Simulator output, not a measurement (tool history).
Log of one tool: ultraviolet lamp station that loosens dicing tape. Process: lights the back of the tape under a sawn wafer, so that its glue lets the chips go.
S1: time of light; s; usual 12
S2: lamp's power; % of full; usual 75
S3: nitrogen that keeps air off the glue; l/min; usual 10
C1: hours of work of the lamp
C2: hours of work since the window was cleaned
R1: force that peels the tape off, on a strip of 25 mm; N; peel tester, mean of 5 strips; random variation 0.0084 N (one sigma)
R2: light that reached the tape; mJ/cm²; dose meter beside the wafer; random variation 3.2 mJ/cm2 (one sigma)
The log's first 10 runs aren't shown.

{"run": 11, "day": 3.35, "S1": 12, "S2": 81, "S3": 10, "C1": 72, "C2": 109, "R1": 0.359, "R2": 486}
{"run": 12, "day": 3.792, "S1": 12, "S2": 81, "S3": 10, "C1": 78, "C2": 114, "R1": 0.361, "R2": 480}
{"run": 13, "day": 3.988, "S1": 12, "S2": 81, "S3": 10, "C1": 80, "C2": 117, "R1": 0.359, "R2": 485}
{"run": 14, "day": 4.458, "S1": 12, "S2": 81, "S3": 10, "C1": 86, "C2": 122, "R1": 0.354, "R2": 485}
{"run": 15, "day": 4.875, "S1": 22, "S2": 81, "S3": 10, "C1": 91, "C2": 127, "R1": 0.119, "R2": 873}
{"run": 16, "day": 5.171, "S1": 22, "S2": 81, "S3": 14, "C1": 95, "C2": 131, "R1": 0.089, "R2": 875}
{"run": 17, "day": 5.525, "S1": 22, "S2": 81, "S3": 14, "C1": 99, "C2": 135, "R1": 0.107, "R2": 863}
{"day": 5.588, "done": "window cleaned of glue's vapour"}
{"run": 18, "day": 5.933, "S1": 14, "S2": 75, "S3": 10, "C1": 104, "C2": 4, "R1": 0.336, "R2": 501}
{"run": 19, "day": 6.362, "S1": 14, "S2": 75, "S3": 10, "C1": 109, "C2": 9, "R1": 0.331, "R2": 497}
{"run": 20, "day": 6.804, "S1": 14, "S2": 75, "S3": 10, "C1": 114, "C2": 15, "R1": 0.339, "R2": 492}
{"run": 21, "day": 7.275, "S1": 14, "S2": 75, "S3": 10, "C1": 120, "C2": 21, "R1": 0.335, "R2": 492}
{"run": 22, "day": 7.525, "S1": 14, "S2": 75, "S3": 10, "C1": 123, "C2": 24, "R1": 0.354, "R2": 487}
{"run": 23, "day": 7.938, "S1": 14, "S2": 75, "S3": 10, "C1": 128, "C2": 29, "R1": 0.36, "R2": 486}
{"day": 7.992, "done": "window cleaned of glue's vapour, once more"}
{"run": 24, "day": 8.229, "S1": 12, "S2": 98, "S3": 7, "C1": 132, "C2": 3, "R1": 0.312, "R2": 590}

The next listed run, before its measurement:
{"run": 25, "day": 8.671, "S1": 17, "S2": 75, "S3": 18, "C1": 137, "C2": 8, "R1": "?", "R2": "?"}

R1: 0.143 N
R2: 634 mJ/cm²
Without the tool's hidden state the same run would have given R1 0.122 N, R2 703 mJ/cm².
